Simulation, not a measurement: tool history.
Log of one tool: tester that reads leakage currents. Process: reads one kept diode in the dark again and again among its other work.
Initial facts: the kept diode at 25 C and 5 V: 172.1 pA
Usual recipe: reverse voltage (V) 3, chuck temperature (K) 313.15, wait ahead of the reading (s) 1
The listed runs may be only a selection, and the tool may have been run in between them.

run    hour  reverse voltage (V)  chuck temperature (K)  wait ahead of the reading (s)  current that the tester gives (pA)
  1       0                    3                 313.15                              1                              558.17
  2      74                    3                 313.15                              1                              560.82
  3   127.4                    3                 313.15                              1                              559.67
  4     211                    3                 313.15                              1                              561.08
  5   304.8                    3                 313.15                              1                              565.66
  6   404.4                    3                 313.15                              1                              563.92
  7   520.2                    3                 309.15                              1                              403.06
  8   617.2                    3                 309.15                              1                              404.18
  9   734.5                    3                 309.15                              1                              407.03
 10   823.3                    3                 309.15                              1                              406.91
 11   902.3                    3                 309.15                              1                               410.3
 12     962                    3                 309.15                              1                              410.09
 13  1011.9                    3                 309.15                              1                              409.62
 14  1075.1                    3                 313.15                              1                              581.72
     1083.7  -- chuck's temperature calibrated
 15  1148.6                    3                 313.15                              1                              612.76
 16  1263.5                    3                 313.15                              1                              612.32
 17  1314.3                    3                 313.15                              1                              617.39
 18  1388.8                    3                 313.15                              1                              619.25
 19  1475.4                    3                 313.15                              1                              622.45
 20  1542.8                14.71                 313.15                              1                             1306.73
 21  1636.7                 1.04                 302.15                           0.41                              146.68
 22  1698.6                 1.39                 313.15                              1                              435.59
     1716.7  -- chuck's temperature calibrated, once more
 23  1802.8                 1.39                 313.15                              1                              356.96

Run 24 is up next; what results do you expect?
 24  1892.5                 1.44                 293.15                           0.33                                   ?

current that the tester gives (pA): 60.18
The same run, on a tool lacking any hidden state, would have yielded current that the tester gives (pA) 59.95.
